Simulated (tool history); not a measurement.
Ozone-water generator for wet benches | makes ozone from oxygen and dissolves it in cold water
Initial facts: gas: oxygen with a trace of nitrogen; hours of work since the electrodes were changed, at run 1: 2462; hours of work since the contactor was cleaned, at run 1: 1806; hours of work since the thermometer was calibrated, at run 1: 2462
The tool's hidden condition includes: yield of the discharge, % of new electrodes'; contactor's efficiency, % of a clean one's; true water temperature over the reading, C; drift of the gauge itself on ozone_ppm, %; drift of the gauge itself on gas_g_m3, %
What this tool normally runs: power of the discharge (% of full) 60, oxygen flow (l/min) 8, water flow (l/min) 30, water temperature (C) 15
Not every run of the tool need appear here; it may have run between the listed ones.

| run | hour | power of the discharge (% of full) | oxygen flow (l/min) | water flow (l/min) | water temperature (C) | hours of work since the electrodes were changed | hours of work since the contactor was cleaned | hours of work since the thermometer was calibrated | dissolved ozone (ppm) | ozone in the gas ahead of the water (g/m3) |
|---|---|---|---|---|---|---|---|---|---|---|
| 1 | 0 | 60 | 8 | 30 | 15 | 2462 | 1806 | 2462 | 16.4 | 132.8 |
| 2 | 177.6 | 60 | 8 | 30 | 15 | 2635 | 1979 | 2635 | 16.5 | 131.7 |
| 3 | 328.8 | 60 | 8 | 30 | 15 | 2782 | 2126 | 2782 | 16.6 | 134.2 |
| 4 | 433.1 | 60 | 8 | 30 | 15 | 2884 | 2228 | 2884 | 16.6 | 133.9 |
| 5 | 575.7 | 60 | 8 | 30 | 15 | 3023 | 2367 | 3023 | 16.5 | 133.5 |
| 6 | 746.8 | 60 | 8 | 30 | 15 | 3190 | 2534 | 3190 | 16.6 | 133.5 |
| 7 | 877.3 | 60 | 8 | 31 | 15 | 3317 | 2661 | 3317 | 16 | 133.6 |
| 8 | 1030.1 | 60 | 8 | 30 | 15 | 3466 | 2810 | 3466 | 16.4 | 134 |
| 9 | 1155.6 | 60 | 8 | 30 | 15 | 3588 | 2932 | 3588 | 16.4 | 131.7 |
| 10 | 1323.1 | 60 | 8 | 30 | 15 | 3751 | 3095 | 3751 | 16.6 | 133 |
| 11 | 1493 | 60 | 8 | 30 | 15 | 3917 | 3261 | 3917 | 16.3 | 132.5 |
|  | 1516.7 | contactor cleaned |
| 12 | 1596.2 | 60 | 8 | 30 | 15 | 4014 | 77 | 4014 | 16.6 | 133.5 |
| 13 | 1777.8 | 48 | 8 | 30 | 15 | 4191 | 254 | 4191 | 13.9 | 114.2 |
| 14 | 1986.7 | 95 | 8 | 30 | 15 | 4394 | 458 | 4394 | 23.4 | 190.4 |
| 15 | 2161.5 | 60 | 8 | 30 | 15 | 4565 | 628 | 4565 | 16.4 | 132.9 |
| 16 | 2315.3 | 60 | 8 | 30 | 15 | 4714 | 778 | 4714 | 16.7 | 134 |
|  | 2367.7 | water thermometer calibrated |
| 17 | 2509.7 | 49 | 8 | 27 | 15 | 4903 | 967 | 138 | 15.3 | 115.4 |
| 18 | 2713 | 71 | 11.63 | 27 | 21 | 5102 | 1165 | 337 | 19.2 | 132.9 |
| 19 | 2802.5 | 85 | 8 | 30 | 8 | 5189 | 1253 | 424 | 23.3 | 172.9 |
| 20 | 2991 | 60 | 7.77 | 30 | 15 | 5372 | 1436 | 608 | 16 | 134.3 |
| 21 | 3111.1 | 75 | 4.53 | 45 | 8 | 5490 | 1553 | 725 | 11.9 | 190.6 |
| 22 | 3249.5 | 83 | 11.69 | 45 | 16 | 5624 | 1688 | 859 | 16.8 | 149.8 |
| 23 | 3358 | 60 | 8 | 26 | 13 | 5730 | 1794 | 965 | 18.7 | 133.9 |
| 24 | 3465.3 | 60 | 8 | 26 | 13 | 5835 | 1899 | 1070 | 18.6 | 133.7 |
| 25 | 3667.1 | 60 | 8 | 26 | 13 | 6031 | 2095 | 1266 | 18.8 | 132.4 |
| 26 | 3784.1 | 45 | 4.48 | 44 | 15 | 6145 | 2209 | 1380 | 7.8 | 130.3 |
| 27 | 3982.8 | 66 | 6.61 | 23 | 16 | 6339 | 2403 | 1574 | 19.9 | 152.6 |
| 28 | 4085 | 66 | 6.61 | 23 | 16 | 6439 | 2503 | 1674 | 20.2 | 154.3 |
| 29 | 4256.8 | 60 | 8 | 44 | 15 | 6606 | 2670 | 1841 | 12.4 | 131.3 |
| 30 | 4380.8 | 66 | 8 | 44 | 21 | 6727 | 2791 | 1962 | 12.3 | 143.7 |
| 31 | 4514.1 | 74 | 8 | 31 | 18 | 6857 | 2921 | 2092 | 18.1 | 156.5 |
| 32 | 4616.7 | 98 | 6.95 | 30 | 14 | 6957 | 3021 | 2192 | 23.5 | 203.4 |

Entry by entry between the runs, the difference in hidden state between the last listed run before and the first listed run after:
Run 11 -> run 12: contactor cleaned (hour 1516.7)
  contactor's efficiency, % of a clean one's: 99.9 -> 100
Run 16 -> run 17: water thermometer calibrated (hour 2367.7)
  no hidden state differs between the two runs
